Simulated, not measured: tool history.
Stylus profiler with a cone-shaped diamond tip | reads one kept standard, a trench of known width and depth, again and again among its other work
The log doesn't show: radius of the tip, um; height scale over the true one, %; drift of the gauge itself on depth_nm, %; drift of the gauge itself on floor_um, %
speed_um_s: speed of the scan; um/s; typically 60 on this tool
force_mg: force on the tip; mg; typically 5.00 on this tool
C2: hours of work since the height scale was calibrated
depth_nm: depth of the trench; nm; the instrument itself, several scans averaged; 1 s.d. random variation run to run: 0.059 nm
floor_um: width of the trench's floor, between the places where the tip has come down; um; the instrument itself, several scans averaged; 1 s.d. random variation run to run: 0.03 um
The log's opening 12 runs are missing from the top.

{"run": 13, "hour": 117.6, "speed_um_s": 190, "force_mg": 5.0, "scans with this tip": 4928, "C2": 414, "depth_nm": 204.77, "floor_um": 97.06}
{"run": 14, "hour": 129.4, "speed_um_s": 60, "force_mg": 5.0, "scans with this tip": 5030, "C2": 423, "depth_nm": 204.76, "floor_um": 97.5}
{"run": 15, "hour": 136.2, "speed_um_s": 60, "force_mg": 5.0, "scans with this tip": 5089, "C2": 428, "depth_nm": 204.85, "floor_um": 97.52}
{"run": 16, "hour": 146.7, "speed_um_s": 60, "force_mg": 5.0, "scans with this tip": 5179, "C2": 436, "depth_nm": 204.82, "floor_um": 97.52}
{"run": 17, "hour": 161.6, "speed_um_s": 60, "force_mg": 5.0, "scans with this tip": 5308, "C2": 446, "depth_nm": 204.82, "floor_um": 97.49}
{"run": 18, "hour": 170.0, "speed_um_s": 60, "force_mg": 5.0, "scans with this tip": 5380, "C2": 452, "depth_nm": 204.74, "floor_um": 97.48}
{"hour": 171.2, "done": "height scale calibrated on a step standard"}
{"run": 19, "hour": 177.6, "speed_um_s": 45, "force_mg": 5.0, "scans with this tip": 5441, "C2": 5, "depth_nm": 204.61, "floor_um": 97.51}
{"run": 20, "hour": 191.4, "speed_um_s": 175, "force_mg": 5.0, "scans with this tip": 5560, "C2": 15, "depth_nm": 204.52, "floor_um": 97.11}
{"run": 21, "hour": 197.8, "speed_um_s": 183, "force_mg": 14.37, "scans with this tip": 5616, "C2": 19, "depth_nm": 209.84, "floor_um": 97.29}
{"run": 22, "hour": 212.1, "speed_um_s": 235, "force_mg": 6.9, "scans with this tip": 5739, "C2": 30, "depth_nm": 205.8, "floor_um": 96.97}
{"run": 23, "hour": 218.6, "speed_um_s": 60, "force_mg": 3.56, "scans with this tip": 5795, "C2": 34, "depth_nm": 203.57, "floor_um": 97.54}
{"run": 24, "hour": 231.7, "speed_um_s": 60, "force_mg": 3.56, "scans with this tip": 5908, "C2": 44, "depth_nm": 203.6, "floor_um": 97.46}
{"run": 25, "hour": 247.0, "speed_um_s": 60, "force_mg": 8.93, "scans with this tip": 6040, "C2": 55, "depth_nm": 207.01, "floor_um": 97.5}
{"hour": 248.2, "done": "height scale calibrated on a step standard, once more"}
{"run": 26, "hour": 262.2, "speed_um_s": 32, "force_mg": 2.18, "scans with this tip": 6166, "C2": 10, "depth_nm": 202.98, "floor_um": 97.48}
{"run": 27, "hour": 275.3, "speed_um_s": 105, "force_mg": 1.8, "scans with this tip": 6279, "C2": 20, "depth_nm": 202.52, "floor_um": 97.03}
{"run": 28, "hour": 290.9, "speed_um_s": 207, "force_mg": 7.99, "scans with this tip": 6413, "C2": 31, "depth_nm": 206.98, "floor_um": 97.1}
{"run": 29, "hour": 297.3, "speed_um_s": 26, "force_mg": 2.04, "scans with this tip": 6469, "C2": 36, "depth_nm": 202.85, "floor_um": 97.52}
{"run": 30, "hour": 306.0, "speed_um_s": 213, "force_mg": 1.8, "scans with this tip": 6544, "C2": 42, "depth_nm": 202.5, "floor_um": 96.43}
{"run": 31, "hour": 313.6, "speed_um_s": 60, "force_mg": 14.17, "scans with this tip": 6609, "C2": 47, "depth_nm": 210.24, "floor_um": 97.51}
{"run": 32, "hour": 321.2, "speed_um_s": 23, "force_mg": 2.63, "scans with this tip": 6675, "C2": 53, "depth_nm": 203.28, "floor_um": 97.51}
{"run": 33, "hour": 333.2, "speed_um_s": 23, "force_mg": 2.63, "scans with this tip": 6779, "C2": 62, "depth_nm": 203.34, "floor_um": 97.55}
{"run": 34, "hour": 347.9, "speed_um_s": 22, "force_mg": 5.0, "scans with this tip": 6905, "C2": 72, "depth_nm": 204.96, "floor_um": 97.56}

Each row is a separate what-if for the run after 34, all from the same tool condition, not one after another. Results?
{"run": "A", "hour": 362.3, "speed_um_s": 35, "force_mg": 5.82, "scans with this tip": 7029, "C2": 83, "depth_nm": "?", "floor_um": "?"}
{"run": "B", "hour": 362.3, "speed_um_s": 180, "force_mg": 7.89, "scans with this tip": 7029, "C2": 83, "depth_nm": "?", "floor_um": "?"}
{"run": "C", "hour": 362.3, "speed_um_s": 89, "force_mg": 11.31, "scans with this tip": 7029, "C2": 83, "depth_nm": "?", "floor_um": "?"}
{"run": "D", "hour": 362.3, "speed_um_s": 111, "force_mg": 6.98, "scans with this tip": 7029, "C2": 83, "depth_nm": "?", "floor_um": "?"}
{"run": "E", "hour": 362.3, "speed_um_s": 25, "force_mg": 6.3, "scans with this tip": 7029, "C2": 83, "depth_nm": "?", "floor_um": "?"}

run=A depth_nm=205.58 floor_um=97.55
run=B depth_nm=206.81 floor_um=97.13
run=C depth_nm=208.66 floor_um=97.40
run=D depth_nm=206.27 floor_um=97.26
run=E depth_nm=205.82 floor_um=97.55
Stripped of hidden state, with their random variation kept, the same runs would have yielded:
run=A depth_nm=205.62 floor_um=97.98
run=B depth_nm=206.85 floor_um=97.56
run=C depth_nm=208.70 floor_um=97.83
run=D depth_nm=206.31 floor_um=97.69
run=E depth_nm=205.86 floor_um=97.99
